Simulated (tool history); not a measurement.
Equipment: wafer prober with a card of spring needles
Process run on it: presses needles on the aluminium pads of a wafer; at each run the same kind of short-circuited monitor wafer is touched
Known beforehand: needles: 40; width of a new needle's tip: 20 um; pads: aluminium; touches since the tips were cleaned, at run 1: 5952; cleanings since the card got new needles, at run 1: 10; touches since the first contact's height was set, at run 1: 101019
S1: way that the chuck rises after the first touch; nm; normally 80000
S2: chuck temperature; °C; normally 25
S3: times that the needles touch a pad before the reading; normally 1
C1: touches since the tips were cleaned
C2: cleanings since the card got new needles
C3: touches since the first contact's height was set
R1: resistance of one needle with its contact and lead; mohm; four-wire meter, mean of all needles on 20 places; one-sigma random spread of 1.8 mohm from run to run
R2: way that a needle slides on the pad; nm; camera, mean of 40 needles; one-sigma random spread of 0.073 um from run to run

run   hour     S1   S2  S3    C1  C2      C3   R1     R2
  1      0  80000   25   1  5952  10  101019  193  14770
      14.2  -- tips cleaned on abrasive film
  2   37.7  80000   25   1  5955  11  110523  191  14760
      50.9  -- tips cleaned on abrasive film
  3   71.2  80000   25   1  5145  12  118953  198  14660
      87.5  -- tips cleaned on abrasive film
  4  106.1  80000   25   1  4692  13  127723  194  14720
     124.8  -- tips cleaned on abrasive film
  5  135.8  80000   25   1  2791  14  135208  195  14740
     160.6  -- tips cleaned on abrasive film
  6  168.2  80000   25   1  1909  15  143359  193  14890
     197.5  -- tips cleaned on abrasive film
  7  200.3  99000   25   1   730  16  151452  192  18270
  8  222.8  80000   40   1  6395  16  157117  197  14630
     232.9  -- tips cleaned on abrasive film
  9  259.8  80000   40   1  6796  17  166434  197  14780
     268.2  -- tips cleaned on abrasive film
 10  293.6  75000   25   1  6416  18  174942  194  13860
     303.9  -- tips cleaned on abrasive film
 11    315  75000   25   1  2796  19  180312  195  13790
     340.9  -- tips cleaned on abrasive film
 12  344.8  80000   25   2   975  20  187811  194  14720
 13  361.4  80000   25   2  5167  20  192003  196  14730
     376.4  -- tips cleaned on abrasive film
 14  387.5  88000   25   2  2788  21  198574  193  16220
     412.1  -- tips cleaned on abrasive film
 15  415.7  80000   25   2   915  22  205669  195  14650
 16  439.3  80000   25   2  6872  22  211626  192  14750
     449.1  -- tips cleaned on abrasive film
 17    471  80000  113   3  5528  23  219599  212  14750
     485.2  -- tips cleaned on abrasive film
 18  500.2  80000  124   1  3771  24  226953  216  14680
     521.3  -- tips cleaned on abrasive film
 19  532.2  80000  124   1  2738  25  235000  215  14780
     558.6  -- tips cleaned on abrasive film
     558.9  -- height of the first contact set anew
 20  561.9  80000  124   1   751  26     751  217  14690
     595.3  -- tips cleaned on abrasive film
 21  595.3  80000  124   1     0  27    9152  218  14710
 22  622.1  80000  124   1  6782  27   15934  217  14740
     631.6  -- tips cleaned on abrasive film
 23  660.1  77000  124   2  7207  28   25494  216  14120
     666.8  -- tips cleaned on abrasive film
 24  697.3  77000  124   2  7698  29   34865  218  14130
     705.3  -- tips cleaned on abrasive film
 25  720.5  80000   70   1  3829  30   40691  208  14620
     740.8  -- tips cleaned on abrasive film
 26    755  80000   70   1  3594  31   49382  202  14640
     776.5  -- tips cleaned on abrasive film
 27  786.6  80000  117   2  2566  32   57336  215  14670
 28  802.3  80000  117   2  6525  32   61295  215  14700
     813.3  -- tips cleaned on abrasive film
 29  820.2  80000  117   2  1749  33   65785  214  14640
     848.9  -- tips cleaned on abrasive film
 30  856.8  80000  117   2  2009  34   75008  215  14630
 31  878.2  80000   93   1  7408  34   80407  212  14820
       885  -- tips cleaned on abrasive film
 32  913.2  80000   93   2  7135  35   89229  205  14810

Take each entry between the runs: how does the hidden state at the last listed run before it differ from the hidden state at the first listed run after it?
Runs 1 to 2: tips cleaned on abrasive film (hour 14.2)
  way that the needles fall short of the set height, um: 0 -> 0.01
Runs 2 to 3: tips cleaned on abrasive film (hour 50.9)
  nothing in the hidden state changes from one run to the other
Runs 3 to 4: tips cleaned on abrasive film (hour 87.5)
  debris on the tips, nm: 0.4 -> 0.3
Runs 4 to 5: tips cleaned on abrasive film (hour 124.8)
  nothing in the hidden state changes from one run to the other
Runs 5 to 6: tips cleaned on abrasive film (hour 160.6)
  debris on the tips, nm: 0.3 -> 0.2
Runs 6 to 7: tips cleaned on abrasive film (hour 197.5)
  debris on the tips, nm: 0.2 -> 0.1
Runs 8 to 9: tips cleaned on abrasive film (hour 232.9)
  nothing in the hidden state changes from one run to the other
Runs 9 to 10: tips cleaned on abrasive film (hour 268.2)
  nothing in the hidden state changes from one run to the other
Runs 10 to 11: tips cleaned on abrasive film (hour 303.9)
  debris on the tips, nm: 0.4 -> 0.3
Runs 11 to 12: tips cleaned on abrasive film (hour 340.9)
  debris on the tips, nm: 0.3 -> 0.1
Runs 13 to 14: tips cleaned on abrasive film (hour 376.4)
  debris on the tips, nm: 0.4 -> 0.2
Runs 14 to 15: tips cleaned on abrasive film (hour 412.1)
  debris on the tips, nm: 0.2 -> 0.1
Runs 16 to 17: tips cleaned on abrasive film (hour 449.1)
  nothing in the hidden state changes from one run to the other
Runs 17 to 18: tips cleaned on abrasive film (hour 485.2)
  debris on the tips, nm: 0.4 -> 0.3
Runs 18 to 19: tips cleaned on abrasive film (hour 521.3)
  debris on the tips, nm: 0.3 -> 0.2
Runs 19 to 20: tips cleaned on abrasive film (hour 558.6); height of the first contact set anew (hour 558.9)
  debris on the tips, nm: 0.2 -> 0.1; way that the needles fall short of the set height, um: 0.01 -> 0
Runs 20 to 21: tips cleaned on abrasive film (hour 595.3)
  debris on the tips, nm: 0.1 -> 0
Runs 22 to 23: tips cleaned on abrasive film (hour 631.6)
  nothing in the hidden state changes from one run to the other
Runs 23 to 24: tips cleaned on abrasive film (hour 666.8)
  nothing in the hidden state changes from one run to the other
Runs 24 to 25: tips cleaned on abrasive film (hour 705.3)
  debris on the tips, nm: 0.4 -> 0.3
Runs 25 to 26: tips cleaned on abrasive film (hour 740.8)
  tips' diameter, um: 20 -> 20.01
Runs 26 to 27: tips cleaned on abrasive film (hour 776.5)
  nothing in the hidden state changes from one run to the other
Runs 28 to 29: tips cleaned on abrasive film (hour 813.3)
  debris on the tips, nm: 0.4 -> 0.2
Runs 29 to 30: tips cleaned on abrasive film (hour 848.9)
  nothing in the hidden state changes from one run to the other
Runs 31 to 32: tips cleaned on abrasive film (hour 885)
  debris on the tips, nm: 0.5 -> 0.4
